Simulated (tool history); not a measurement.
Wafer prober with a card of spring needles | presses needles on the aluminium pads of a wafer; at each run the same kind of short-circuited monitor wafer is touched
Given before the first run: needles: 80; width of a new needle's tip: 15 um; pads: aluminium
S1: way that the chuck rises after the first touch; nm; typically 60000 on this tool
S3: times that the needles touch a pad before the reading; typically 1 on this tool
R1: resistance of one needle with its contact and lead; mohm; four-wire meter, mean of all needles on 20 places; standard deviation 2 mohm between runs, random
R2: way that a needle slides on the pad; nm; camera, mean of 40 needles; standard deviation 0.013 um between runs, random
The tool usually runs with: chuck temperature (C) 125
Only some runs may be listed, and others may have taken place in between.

{"run": 1, "hour": 0.0, "S1": 60000, "chuck temperature (C)": 125, "S3": 1, "R1": 210, "R2": 11860}
{"hour": 10.2, "done": "tips cleaned on abrasive film"}
{"hour": 27.1, "done": "tips cleaned on abrasive film"}
{"run": 2, "hour": 34.5, "S1": 60000, "chuck temperature (C)": 125, "S3": 1, "R1": 212, "R2": 11850}
{"hour": 42.8, "done": "tips cleaned on abrasive film"}
{"hour": 61.7, "done": "tips cleaned on abrasive film"}
{"run": 3, "hour": 66.9, "S1": 60000, "chuck temperature (C)": 125, "S3": 1, "R1": 214, "R2": 11880}
{"hour": 71.7, "done": "height of the first contact set anew"}
{"hour": 77.7, "done": "tips cleaned on abrasive film"}
{"hour": 93.6, "done": "tips cleaned on abrasive film"}
{"run": 4, "hour": 93.6, "S1": 60000, "chuck temperature (C)": 125, "S3": 1, "R1": 212, "R2": 11890}
{"hour": 109.9, "done": "tips cleaned on abrasive film"}
{"run": 5, "hour": 121.8, "S1": 60000, "chuck temperature (C)": 125, "S3": 1, "R1": 213, "R2": 11910}
{"hour": 129.3, "done": "tips cleaned on abrasive film"}
{"hour": 145.8, "done": "tips cleaned on abrasive film"}
{"hour": 162.8, "done": "tips cleaned on abrasive film"}
{"run": 6, "hour": 165.0, "S1": 60000, "chuck temperature (C)": 69, "S3": 1, "R1": 200, "R2": 11890}
{"hour": 180.4, "done": "tips cleaned on abrasive film"}
{"run": 7, "hour": 189.0, "S1": 60000, "chuck temperature (C)": 69, "S3": 1, "R1": 199, "R2": 11890}
{"hour": 196.2, "done": "tips cleaned on abrasive film"}
{"run": 8, "hour": 207.3, "S1": 60000, "chuck temperature (C)": 125, "S3": 1, "R1": 219, "R2": 11920}
{"hour": 213.1, "done": "tips cleaned on abrasive film"}
{"hour": 230.2, "done": "tips cleaned on abrasive film"}
{"run": 9, "hour": 230.2, "S1": 60000, "chuck temperature (C)": 125, "S3": 1, "R1": 213, "R2": 11910}
{"hour": 246.4, "done": "tips cleaned on abrasive film"}
{"hour": 246.7, "done": "height of the first contact set anew"}
{"run": 10, "hour": 258.6, "S1": 60000, "chuck temperature (C)": 31, "S3": 1, "R1": 191, "R2": 11900}
{"hour": 263.6, "done": "tips cleaned on abrasive film"}
{"hour": 281.7, "done": "tips cleaned on abrasive film"}
{"hour": 297.6, "done": "tips cleaned on abrasive film"}
{"run": 11, "hour": 298.4, "S1": 60000, "chuck temperature (C)": 31, "S3": 1, "R1": 190, "R2": 11940}
{"hour": 316.2, "done": "tips cleaned on abrasive film"}
{"hour": 333.5, "done": "tips cleaned on abrasive film"}
{"run": 12, "hour": 335.5, "S1": 65000, "chuck temperature (C)": 125, "S3": 1, "R1": 210, "R2": 12920}
{"hour": 349.1, "done": "tips cleaned on abrasive film"}
{"hour": 366.2, "done": "tips cleaned on abrasive film"}
{"run": 13, "hour": 373.9, "S1": 65000, "chuck temperature (C)": 125, "S3": 1, "R1": 212, "R2": 12950}
{"hour": 383.6, "done": "tips cleaned on abrasive film"}
{"hour": 400.0, "done": "tips cleaned on abrasive film"}
{"hour": 415.7, "done": "tips cleaned on abrasive film"}
{"run": 14, "hour": 415.7, "S1": 65000, "chuck temperature (C)": 125, "S3": 1, "R1": 212, "R2": 12910}
{"hour": 422.7, "done": "height of the first contact set anew"}
{"hour": 433.0, "done": "tips cleaned on abrasive film"}
{"hour": 449.8, "done": "tips cleaned on abrasive film"}
{"run": 15, "hour": 458.8, "S1": 49000, "chuck temperature (C)": 125, "S3": 1, "R1": 219, "R2": 9790}
{"hour": 468.9, "done": "tips cleaned on abrasive film"}
{"run": 16, "hour": 476.8, "S1": 49000, "chuck temperature (C)": 125, "S3": 1, "R1": 218, "R2": 9780}
{"hour": 486.5, "done": "tips cleaned on abrasive film"}
{"hour": 504.1, "done": "tips cleaned on abrasive film"}
{"run": 17, "hour": 512.5, "S1": 73000, "chuck temperature (C)": 125, "S3": 2, "R1": 208, "R2": 14560}
{"hour": 520.0, "done": "tips cleaned on abrasive film"}
{"hour": 537.9, "done": "tips cleaned on abrasive film"}
{"run": 18, "hour": 548.1, "S1": 72000, "chuck temperature (C)": 29, "S3": 2, "R1": 189, "R2": 14370}
{"hour": 555.1, "done": "tips cleaned on abrasive film"}
{"run": 19, "hour": 568.5, "S1": 50000, "chuck temperature (C)": 29, "S3": 2, "R1": 193, "R2": 9970}
{"hour": 571.3, "done": "tips cleaned on abrasive film"}
{"hour": 587.0, "done": "tips cleaned on abrasive film"}
{"run": 20, "hour": 591.9, "S1": 50000, "chuck temperature (C)": 79, "S3": 1, "R1": 203, "R2": 9990}
{"hour": 597.0, "done": "height of the first contact set anew"}
{"hour": 604.3, "done": "tips cleaned on abrasive film"}
{"hour": 620.3, "done": "tips cleaned on abrasive film"}
{"run": 21, "hour": 635.1, "S1": 67000, "chuck temperature (C)": 44, "S3": 2, "R1": 196, "R2": 13380}
{"hour": 637.4, "done": "tips cleaned on abrasive film"}
{"hour": 653.3, "done": "tips cleaned on abrasive film"}
{"run": 22, "hour": 665.6, "S1": 60000, "chuck temperature (C)": 41, "S3": 1, "R1": 195, "R2": 12010}
{"hour": 669.6, "done": "tips cleaned on abrasive film"}
{"hour": 687.0, "done": "tips cleaned on abrasive film"}
{"hour": 703.4, "done": "tips cleaned on abrasive film"}
{"run": 23, "hour": 703.4, "S1": 60000, "chuck temperature (C)": 118, "S3": 2, "R1": 210, "R2": 12020}
{"hour": 721.3, "done": "tips cleaned on abrasive film"}
{"run": 24, "hour": 727.1, "S1": 60000, "chuck temperature (C)": 118, "S3": 2, "R1": 214, "R2": 12020}
{"hour": 738.9, "done": "tips cleaned on abrasive film"}
{"run": 25, "hour": 750.0, "S1": 60000, "chuck temperature (C)": 118, "S3": 2, "R1": 213, "R2": 12020}
{"hour": 756.5, "done": "tips cleaned on abrasive film"}
{"hour": 773.8, "done": "tips cleaned on abrasive film"}
{"hour": 774.1, "done": "height of the first contact set anew"}
{"run": 26, "hour": 784.2, "S1": 41000, "chuck temperature (C)": 125, "S3": 3, "R1": 221, "R2": 8200}
{"hour": 790.2, "done": "tips cleaned on abrasive film"}
{"hour": 806.0, "done": "tips cleaned on abrasive film"}
{"run": 27, "hour": 808.7, "S1": 41000, "chuck temperature (C)": 125, "S3": 3, "R1": 218, "R2": 8210}
{"hour": 822.7, "done": "tips cleaned on abrasive film"}
{"hour": 839.0, "done": "tips cleaned on abrasive film"}
{"run": 28, "hour": 844.3, "S1": 65000, "chuck temperature (C)": 31, "S3": 1, "R1": 189, "R2": 13050}
{"hour": 856.0, "done": "tips cleaned on abrasive film"}
{"run": 29, "hour": 863.9, "S1": 65000, "chuck temperature (C)": 31, "S3": 1, "R1": 189, "R2": 13040}

Alternative continuations, all from the tool just after run 29; predict every row:
{"hour": 874.3, "done": "tips cleaned on abrasive film"}
{"run": "A", "hour": 884.3, "S1": 77000, "chuck temperature (C)": 61, "S3": 1, "R1": "?", "R2": "?"}
{"hour": 874.3, "done": "tips cleaned on abrasive film"}
{"run": "B", "hour": 884.3, "S1": 65000, "chuck temperature (C)": 35, "S3": 1, "R1": "?", "R2": "?"}
{"hour": 874.3, "done": "tips cleaned on abrasive film"}
{"run": "C", "hour": 884.3, "S1": 50000, "chuck temperature (C)": 50, "S3": 2, "R1": "?", "R2": "?"}
{"hour": 874.3, "done": "tips cleaned on abrasive film"}
{"run": "D", "hour": 884.3, "S1": 51000, "chuck temperature (C)": 125, "S3": 2, "R1": "?", "R2": "?"}

run=A R1=195 R2=15450
run=B R1=193 R2=13070
run=C R1=200 R2=10030
run=D R1=215 R2=10250
With no hidden state in the tool, these same runs would have given:
run=A R1=194 R2=15240
run=B R1=193 R2=12890
run=C R1=199 R2=9890
run=D R1=214 R2=10110
